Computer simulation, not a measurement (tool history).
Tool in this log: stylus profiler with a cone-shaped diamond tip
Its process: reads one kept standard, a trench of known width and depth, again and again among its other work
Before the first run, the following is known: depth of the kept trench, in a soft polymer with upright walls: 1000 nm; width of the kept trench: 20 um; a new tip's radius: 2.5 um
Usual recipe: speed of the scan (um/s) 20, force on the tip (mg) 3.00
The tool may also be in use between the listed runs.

run   hour  speed of the scan (um/s)  force on the tip (mg)  depth of the trench (nm)  width of the trench's floor (µm)
  1    0.0                        20                   3.00                   1016.07                             15.90
  2   50.9                        20                   3.00                   1016.33                             15.91
     105.7  -- new tip fitted, height scale calibrated
  3  117.6                        20                   3.00                   1016.31                             15.92
  4  193.0                        20                   1.68                   1011.03                             15.89
  5  296.6                        20                   1.68                   1010.98                             15.84
  6  354.0                         5                   3.00                   1016.07                             15.98
  7  415.7                         5                   3.00                   1016.55                             15.95
  8  480.6                        21                   5.42                   1024.49                             15.91
  9  535.8                        21                   5.42                   1024.15                             15.90
 10  601.0                        11                   3.18                   1017.00                             15.97
 11  697.4                        20                   5.51                   1024.27                             15.95
 12  767.2                        20                   5.51                   1024.66                             15.88
 13  876.1                        24                   5.28                   1023.50                             15.91

Each row is a separate what-if for the run after 13, all from the same tool condition, not one after another. Results?
  A  943.8                        32                   6.47                         ?                                 ?
  B  943.8                        13                   1.29                         ?                                 ?
  C  943.8                        12                   5.47                         ?                                 ?
  D  943.8                        49                   7.25                         ?                                 ?
  E  943.8                        15                   4.51                         ?                                 ?

run  depth of the trench (nm)  width of the trench's floor (µm)
  A                   1027.21                             15.94
  B                   1008.91                             15.92
  C                   1024.14                             15.91
  D                   1029.03                             15.88
  E                   1021.58                             15.98
Stripped of hidden state, with their random variation kept, the same runs would have yielded:
run  depth of the trench (nm)  width of the trench's floor (µm)
  A                   1027.21                             15.95
  B                   1008.92                             15.92
  C                   1024.15                             15.92
  D                   1029.03                             15.89
  E                   1021.58                             15.99
